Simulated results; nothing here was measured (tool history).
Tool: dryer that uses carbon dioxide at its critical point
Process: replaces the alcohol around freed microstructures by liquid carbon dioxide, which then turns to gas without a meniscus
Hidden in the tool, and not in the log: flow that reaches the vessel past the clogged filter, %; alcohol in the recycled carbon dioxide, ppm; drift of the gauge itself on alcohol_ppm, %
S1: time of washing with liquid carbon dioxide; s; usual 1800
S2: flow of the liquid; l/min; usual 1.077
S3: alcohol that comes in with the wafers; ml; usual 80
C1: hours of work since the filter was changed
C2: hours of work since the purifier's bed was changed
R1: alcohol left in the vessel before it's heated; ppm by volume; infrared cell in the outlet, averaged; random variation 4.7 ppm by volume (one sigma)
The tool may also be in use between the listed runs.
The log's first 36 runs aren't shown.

run   hour    S1     S2  S3  C1   C2   R1
 37  378.0  2280  0.760  53  48  169  108
 38  386.5  1800  1.077  45  51  172   52
 39  400.5  1800  1.077  45  56  177   48
 40  408.5  2040  1.050  45  59  180   32
 41  414.6  1140  1.077  80  61  182  542
 42  428.4  1980  1.270  80  65  187   28
 43  439.6  1500  0.830  20  69  191  154
 44  445.4  1800  1.077  78  71  193   79
 45  460.0  1740  0.670  77  76  198  735
 46  473.0  1740  0.680  82  81  202  736
 47  479.2  1740  0.680  82  83  204  725

3 ways to go on from here, each from the tool as it stands after run 47. What would each give?
  A  486.8  1140  1.200  76  86  207   ?
  B  486.8  2820  0.680  82  86  207   ?
  C  486.8  2640  0.680  24  86  207   ?

run   R1
  A  355
  B  105
  C   54
Without the tool's hidden state the same runs would have given:
run   R1
  A  300
  B   80
  C   40
